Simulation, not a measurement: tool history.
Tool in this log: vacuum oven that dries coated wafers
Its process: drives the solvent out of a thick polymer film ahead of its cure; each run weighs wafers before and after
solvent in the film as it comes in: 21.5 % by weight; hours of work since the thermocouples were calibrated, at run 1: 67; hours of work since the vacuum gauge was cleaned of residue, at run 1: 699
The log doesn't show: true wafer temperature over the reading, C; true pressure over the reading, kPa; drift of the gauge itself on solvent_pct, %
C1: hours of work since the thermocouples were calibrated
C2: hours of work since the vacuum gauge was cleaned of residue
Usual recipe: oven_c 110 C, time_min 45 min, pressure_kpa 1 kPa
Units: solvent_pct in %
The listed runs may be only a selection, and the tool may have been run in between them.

{"run": 1, "hour": 0.0, "oven_c": 110, "time_min": 45, "pressure_kpa": 1, "C1": 67, "C2": 699, "solvent_pct": 3.82}
{"run": 2, "hour": 15.5, "oven_c": 110, "time_min": 45, "pressure_kpa": 1, "C1": 78, "C2": 710, "solvent_pct": 3.81}
{"run": 3, "hour": 29.4, "oven_c": 110, "time_min": 45, "pressure_kpa": 1, "C1": 88, "C2": 720, "solvent_pct": 3.81}
{"run": 4, "hour": 47.7, "oven_c": 110, "time_min": 45, "pressure_kpa": 1, "C1": 101, "C2": 733, "solvent_pct": 3.78}
{"run": 5, "hour": 60.8, "oven_c": 110, "time_min": 45, "pressure_kpa": 1, "C1": 110, "C2": 742, "solvent_pct": 3.85}
{"run": 6, "hour": 84.2, "oven_c": 110, "time_min": 24, "pressure_kpa": 1, "C1": 126, "C2": 758, "solvent_pct": 7.56}
{"run": 7, "hour": 98.0, "oven_c": 110, "time_min": 24, "pressure_kpa": 1, "C1": 136, "C2": 768, "solvent_pct": 7.49}
{"run": 8, "hour": 112.3, "oven_c": 109, "time_min": 45, "pressure_kpa": 1, "C1": 146, "C2": 778, "solvent_pct": 4.07}
{"run": 9, "hour": 132.5, "oven_c": 109, "time_min": 45, "pressure_kpa": 1, "C1": 160, "C2": 792, "solvent_pct": 4.12}
{"run": 10, "hour": 153.8, "oven_c": 102, "time_min": 28, "pressure_kpa": 3.1, "C1": 174, "C2": 806, "solvent_pct": 9.69}
{"run": 11, "hour": 169.3, "oven_c": 112, "time_min": 45, "pressure_kpa": 1, "C1": 185, "C2": 817, "solvent_pct": 3.41}
{"run": 12, "hour": 181.8, "oven_c": 97, "time_min": 68, "pressure_kpa": 0.66, "C1": 194, "C2": 826, "solvent_pct": 5.01}
{"run": 13, "hour": 198.5, "oven_c": 97, "time_min": 68, "pressure_kpa": 0.66, "C1": 205, "C2": 837, "solvent_pct": 5.11}
{"run": 14, "hour": 216.6, "oven_c": 97, "time_min": 68, "pressure_kpa": 0.66, "C1": 218, "C2": 850, "solvent_pct": 5.05}
{"run": 15, "hour": 227.8, "oven_c": 123, "time_min": 28, "pressure_kpa": 3.64, "C1": 226, "C2": 858, "solvent_pct": 3.89}
{"run": 16, "hour": 251.3, "oven_c": 107, "time_min": 50, "pressure_kpa": 0.66, "C1": 242, "C2": 874, "solvent_pct": 3.84}
{"run": 17, "hour": 265.6, "oven_c": 107, "time_min": 50, "pressure_kpa": 0.66, "C1": 252, "C2": 884, "solvent_pct": 4.07}

Predict each of these 5 candidate next runs independently; none follows another, all start after run 17:
{"run": "A", "hour": 276.5, "oven_c": 103, "time_min": 50, "pressure_kpa": 0.51, "C1": 260, "C2": 892, "solvent_pct": "?"}
{"run": "B", "hour": 276.5, "oven_c": 96, "time_min": 38, "pressure_kpa": 1.46, "C1": 260, "C2": 892, "solvent_pct": "?"}
{"run": "C", "hour": 276.5, "oven_c": 110, "time_min": 45, "pressure_kpa": 1.94, "C1": 260, "C2": 892, "solvent_pct": "?"}
{"run": "D", "hour": 276.5, "oven_c": 107, "time_min": 50, "pressure_kpa": 0.96, "C1": 260, "C2": 892, "solvent_pct": "?"}
{"run": "E", "hour": 276.5, "oven_c": 117, "time_min": 59, "pressure_kpa": 3.19, "C1": 260, "C2": 892, "solvent_pct": "?"}

run=A solvent_pct=4.99
run=B solvent_pct=9.1
run=C solvent_pct=4.09
run=D solvent_pct=4.17
run=E solvent_pct=2.04
What these runs would have given with no unlogged condition in the tool:
run=A solvent_pct=4.84
run=B solvent_pct=8.95
run=C solvent_pct=3.95
run=D solvent_pct=4.02
run=E solvent_pct=1.94

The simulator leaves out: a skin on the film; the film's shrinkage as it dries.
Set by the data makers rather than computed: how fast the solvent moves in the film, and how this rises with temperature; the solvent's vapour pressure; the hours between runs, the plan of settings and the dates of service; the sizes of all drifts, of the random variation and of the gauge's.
